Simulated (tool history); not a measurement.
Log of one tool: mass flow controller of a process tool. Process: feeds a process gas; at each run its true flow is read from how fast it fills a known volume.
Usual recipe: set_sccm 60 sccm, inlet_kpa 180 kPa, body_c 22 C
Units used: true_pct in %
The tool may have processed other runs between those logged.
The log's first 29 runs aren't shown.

run 30 day=130.342 | set_sccm=25 inlet_kpa=251 body_c=35 | true_pct=97.89
run 31 day=133.946 | set_sccm=33 inlet_kpa=228 body_c=25 | true_pct=96.91
run 32 day=139.512 | set_sccm=43 inlet_kpa=229 body_c=27 | true_pct=97.03
run 33 day=144.633 | set_sccm=145 inlet_kpa=141 body_c=22 | true_pct=96.94
run 34 day=150.733 | set_sccm=141 inlet_kpa=183 body_c=23 | true_pct=96.55
run 35 day=156.229 | set_sccm=34 inlet_kpa=189 body_c=23 | true_pct=96.14
run 36 day=160.108 | set_sccm=26 inlet_kpa=189 body_c=21 | true_pct=95.79
run 37 day=163.100 | set_sccm=34 inlet_kpa=189 body_c=21 | true_pct=95.85
run 38 day=166.583 | set_sccm=57 inlet_kpa=202 body_c=23 | true_pct=95.81
run 39 day=169.483 | set_sccm=33 inlet_kpa=180 body_c=23 | true_pct=95.74
run 40 day=172.700 | set_sccm=33 inlet_kpa=180 body_c=23 | true_pct=95.62
run 41 day=177.021 | set_sccm=30 inlet_kpa=169 body_c=27 | true_pct=95.88
run 42 day=180.783 | set_sccm=30 inlet_kpa=169 body_c=27 | true_pct=95.79
run 43 day=186.550 | set_sccm=100 inlet_kpa=206 body_c=22 | true_pct=95.05
run 44 day=192.354 | set_sccm=60 inlet_kpa=180 body_c=25 | true_pct=95.14
run 45 day=195.412 | set_sccm=48 inlet_kpa=148 body_c=25 | true_pct=95.25
run 46 day=199.617 | set_sccm=48 inlet_kpa=148 body_c=25 | true_pct=95.17
run 47 day=203.046 | set_sccm=60 inlet_kpa=150 body_c=35 | true_pct=96.04
run 48 day=206.612 | set_sccm=60 inlet_kpa=159 body_c=36 | true_pct=96.10
run 49 day=211.017 | set_sccm=77 inlet_kpa=238 body_c=29 | true_pct=94.63

Here are 3 independent what-if runs from the current tool condition. What would each one return?
run A day=213.846 | set_sccm=35 inlet_kpa=161 body_c=29 | true_pct=?
run B day=213.846 | set_sccm=131 inlet_kpa=161 body_c=38 | true_pct=?
run C day=213.846 | set_sccm=26 inlet_kpa=186 body_c=29 | true_pct=?

run=A true_pct=95.02
run=B true_pct=95.99
run=C true_pct=94.87
Without the tool's unlogged condition, the same runs would have read:
run=A true_pct=100.42
run=B true_pct=101.45
run=C true_pct=100.27

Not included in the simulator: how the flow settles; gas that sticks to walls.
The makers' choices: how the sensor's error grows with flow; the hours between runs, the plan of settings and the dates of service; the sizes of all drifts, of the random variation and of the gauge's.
